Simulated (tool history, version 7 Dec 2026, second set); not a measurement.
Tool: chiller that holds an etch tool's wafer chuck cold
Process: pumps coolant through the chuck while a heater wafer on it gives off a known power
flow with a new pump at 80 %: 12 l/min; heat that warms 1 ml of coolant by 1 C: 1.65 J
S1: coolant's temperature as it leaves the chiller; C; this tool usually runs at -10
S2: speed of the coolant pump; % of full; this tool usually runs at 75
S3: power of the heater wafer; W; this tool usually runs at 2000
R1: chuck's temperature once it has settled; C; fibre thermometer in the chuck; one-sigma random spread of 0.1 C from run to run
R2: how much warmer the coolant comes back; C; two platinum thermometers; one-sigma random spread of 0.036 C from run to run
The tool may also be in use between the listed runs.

run    hour   S1  S2    S3    R1     R2
  1       0  -10  75  2000   5.6   6.71
  2     159  -10  80  2000   4.9   6.25
  3   325.6  -10  75  1742   3.7    5.9
  4   443.9   -1  75  1742  12.8   5.96
  5   544.8  -10  66  2000   8.2    7.9
      754.5  -- chiller's thermometer calibrated
  6   754.5  -10  66  2000   8.1   7.96
  7   967.2  -16  75  2000   0.1   6.97
  8  1118.8  -10  75  2000   6.1   6.97
  9  1309.2  -10  75  2000   6.5   7.01
 10  1477.3  -13  75  2000   3.5   7.03
 11  1603.7  -11  80  1093    -3   3.61
 12  1783.7  -11  80  1093  -3.2   3.59
 13  1895.5  -10  75  2839  14.6  10.14
     1908.1  -- chiller's thermometer calibrated, once more
 14  1997.8  -10  75  2839  16.2  10.15
     2133.3  -- coolant changed, channels flushed
 15  2139.1   -7  75  2000   8.9   7.16
 16  2290.3  -10  73  1642   3.5   6.16
 17  2454.9   -6  68  1241     5   5.08
 18  2554.2   -6  68  1334   5.8   5.43
 19  2763.1  -10  70  2000   7.5   7.94

Predict each of these 5 candidate next runs independently; none follows another, all start after run 19:
  A  2976.2  -10  96  2000   ?   ?
  B  2976.2  -10  76  1367   ?   ?
  C  2976.2   -4  85  2000   ?   ?
  D  2976.2  -19  86  1956   ?   ?
  E  2976.2  -10  75  2939   ?   ?

run    R1     R2
  A   2.9   5.57
  B   1.1   4.98
  C  10.6    6.4
  D  -5.1    6.2
  E  14.5  10.98
Had the tool no hidden state, the same runs would have come out as:
run    R1    R2
  A   1.5  4.91
  B  -0.1  4.39
  C     9  5.63
  D  -6.6  5.46
  E  11.6  9.68
